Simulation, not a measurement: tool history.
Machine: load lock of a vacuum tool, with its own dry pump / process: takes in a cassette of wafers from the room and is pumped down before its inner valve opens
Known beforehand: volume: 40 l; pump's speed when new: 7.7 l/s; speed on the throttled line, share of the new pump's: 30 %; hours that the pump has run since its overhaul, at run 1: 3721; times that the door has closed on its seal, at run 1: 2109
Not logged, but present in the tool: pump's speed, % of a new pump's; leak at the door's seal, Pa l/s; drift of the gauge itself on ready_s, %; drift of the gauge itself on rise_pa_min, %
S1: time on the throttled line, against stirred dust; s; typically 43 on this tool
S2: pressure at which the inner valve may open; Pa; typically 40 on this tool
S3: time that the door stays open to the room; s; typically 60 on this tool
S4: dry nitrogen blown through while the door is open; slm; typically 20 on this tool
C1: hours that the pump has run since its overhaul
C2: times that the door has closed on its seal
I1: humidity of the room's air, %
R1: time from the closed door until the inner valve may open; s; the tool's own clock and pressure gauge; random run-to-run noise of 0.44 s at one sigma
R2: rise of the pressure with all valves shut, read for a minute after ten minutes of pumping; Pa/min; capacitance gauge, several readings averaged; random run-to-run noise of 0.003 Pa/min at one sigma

Run 1, day 0.000: usual settings; C1 3721; C2 2109; I1 44.8. Result: R1 72.6 s, R2 0.033 Pa/min.
Run 2, day 5.875: usual settings; C1 3862; C2 2689; I1 44.4. Result: R1 72.9 s, R2 0.026 Pa/min.
Run 3, day 11.562: usual settings; C1 3999; C2 3251; I1 43.8. Result: R1 73.0 s, R2 0.036 Pa/min.
Run 4, day 18.296: usual settings; C1 4160; C2 3916; I1 41.6. Result: R1 72.1 s, R2 0.040 Pa/min.
Run 5, day 23.367: usual settings; C1 4282; C2 4418; I1 45.0. Result: R1 73.9 s, R2 0.041 Pa/min.
Run 6, day 29.579: usual settings; C1 4431; C2 5031; I1 43.8. Result: R1 72.8 s, R2 0.037 Pa/min.
Run 7, day 34.217: usual settings; C1 4543; C2 5490; I1 42.1. Result: R1 73.7 s, R2 0.039 Pa/min.
Run 8, day 40.075: usual settings but S1 44 s; C1 4683; C2 6068; I1 43.7. Result: R1 74.4 s, R2 0.041 Pa/min.
Run 9, day 44.858: usual settings but S1 44 s; C1 4798; C2 6541; I1 44.2. Result: R1 73.3 s, R2 0.039 Pa/min.
Run 10, day 50.679: usual settings but S1 44 s; C1 4938; C2 7116; I1 47.5. Result: R1 74.3 s, R2 0.051 Pa/min.
Run 11, day 54.679: usual settings but S2 61 Pa; C1 5034; C2 7511; I1 46.6. Result: R1 72.2 s, R2 0.047 Pa/min.
Run 12, day 61.317: usual settings; C1 5193; C2 8167; I1 44.7. Result: R1 74.4 s, R2 0.044 Pa/min.
Run 13, day 69.454: usual settings but S4 10 slm; C1 5388; C2 8971; I1 45.3. Result: R1 74.2 s, R2 0.054 Pa/min.
Run 14, day 74.133: usual settings but S4 10 slm; C1 5501; C2 9433; I1 44.7. Result: R1 74.0 s, R2 0.066 Pa/min.
Run 15, day 78.612: usual settings but S2 49 Pa, S4 10 slm; C1 5608; C2 9876; I1 44.1. Result: R1 73.1 s, R2 0.061 Pa/min.
Run 16, day 84.750: usual settings but S2 49 Pa, S4 10 slm; C1 5755; C2 10482; I1 45.5. Result: R1 73.0 s, R2 0.061 Pa/min.
Run 17, day 92.071: usual settings but S3 37 s; C1 5931; C2 11206; I1 48.9. Result: R1 74.8 s, R2 0.048 Pa/min.
Run 18, day 97.262: usual settings; C1 6056; C2 11719; I1 43.1. Result: R1 74.2 s, R2 0.055 Pa/min.
Run 19, day 102.875: usual settings; C1 6190; C2 12273; I1 45.1. Result: R1 73.7 s, R2 0.061 Pa/min.
Run 20, day 109.188: usual settings; C1 6342; C2 12897; I1 42.9. Result: R1 74.7 s, R2 0.055 Pa/min.
Run 21, day 116.521: usual settings but S4 11 slm; C1 6518; C2 13621; I1 44.0. Result: R1 73.8 s, R2 0.072 Pa/min.
Run 22, day 123.558: usual settings but S1 83 s; C1 6687; C2 14317; I1 45.8. Result: R1 101.8 s, R2 0.060 Pa/min.
Run 23, day 131.729: usual settings but S1 24 s, S2 50 Pa, S4 6 slm; C1 6883; C2 15124; I1 43.5. Result: R1 61.1 s, R2 0.085 Pa/min.
Run 24, day 137.642: usual settings but S1 24 s, S2 50 Pa, S4 6 slm; C1 7025; C2 15708; I1 44.9. Result: R1 61.0 s, R2 0.089 Pa/min.
Run 25, day 141.562: usual settings but S1 24 s, S2 52 Pa, S4 6 slm; C1 7119; C2 16096; I1 44.3. Result: R1 61.1 s, R2 0.089 Pa/min.
Run 26, day 146.008: usual settings but S1 24 s, S2 52 Pa, S4 6 slm; C1 7226; C2 16535; I1 42.4. Result: R1 61.2 s, R2 0.086 Pa/min.
Run 27, day 152.512: usual settings but S1 24 s, S2 52 Pa, S4 6 slm; C1 7382; C2 17178; I1 44.1. Result: R1 61.1 s, R2 0.099 Pa/min.
Run 28, day 156.917: usual settings but S1 24 s, S2 52 Pa, S4 6 slm; C1 7487; C2 17613; I1 47.2. Result: R1 60.9 s, R2 0.097 Pa/min.
Run 29, day 163.854: usual settings but S1 24 s, S2 52 Pa, S4 6 slm; C1 7654; C2 18298; I1 42.9. Result: R1 61.4 s, R2 0.093 Pa/min.
Run 30, day 171.125: usual settings but S1 31 s, S2 52 Pa, S3 38 s, S4 6 slm; C1 7828; C2 19017; I1 46.3. Result: R1 66.0 s, R2 0.090 Pa/min.
Run 31, day 176.379: usual settings but S3 67 s; C1 7954; C2 19536; I1 44.1. Result: R1 74.9 s, R2 0.077 Pa/min.
Run 32, day 183.888: usual settings but S1 42 s, S2 42 Pa, S3 184 s, S4 6 slm; C1 8135; C2 20277; I1 45.6. Result: R1 74.7 s, R2 0.134 Pa/min.
Run 33, day 189.317: usual settings but S1 42 s, S2 75 Pa, S3 184 s, S4 18 slm; C1 8265; C2 20814; I1 46.7. Result: R1 71.6 s, R2 0.109 Pa/min.
Run 34, day 195.417: usual settings but S1 42 s, S2 75 Pa, S3 184 s, S4 18 slm; C1 8411; C2 21417; I1 43.2. Result: R1 71.2 s, R2 0.103 Pa/min.
Run 35, day 200.229: usual settings but S1 32 s, S2 35 Pa, S3 143 s; C1 8527; C2 21892; I1 42.1. Result: R1 69.6 s, R2 0.098 Pa/min.
Run 36, day 206.554: usual settings but S1 32 s, S2 35 Pa, S3 143 s; C1 8679; C2 22517; I1 47.5. Result: R1 70.0 s, R2 0.101 Pa/min.
Run 37, day 212.812: usual settings but S1 32 s, S2 35 Pa, S3 97 s, S4 14 slm; C1 8829; C2 23136; I1 41.5. Result: R1 70.4 s, R2 0.100 Pa/min.

Here are 3 independent what-if runs from the current tool condition. What would each one return?
Run A, day 220.333: usual settings but S1 31 s, S2 72 Pa, S3 97 s, S4 14 slm; C1 9009; C2 23879; I1 42.5. Result: R1 ?, R2 ?.
Run B, day 220.333: usual settings but S1 42 s, S2 67 Pa, S4 8 slm; C1 9009; C2 23879; I1 44.1. Result: R1 ?, R2 ?.
Run C, day 220.333: usual settings but S1 55 s, S2 58 Pa, S3 71 s; C1 9009; C2 23879; I1 46.2. Result: R1 ?, R2 ?.

run    R1     R2
  A  65.0  0.106
  B  71.6  0.106
  C  82.0  0.102
Without the tool's unlogged condition, the same runs would have read:
run    R1     R2
  A  59.5  0.042
  B  66.7  0.041
  C  77.7  0.037
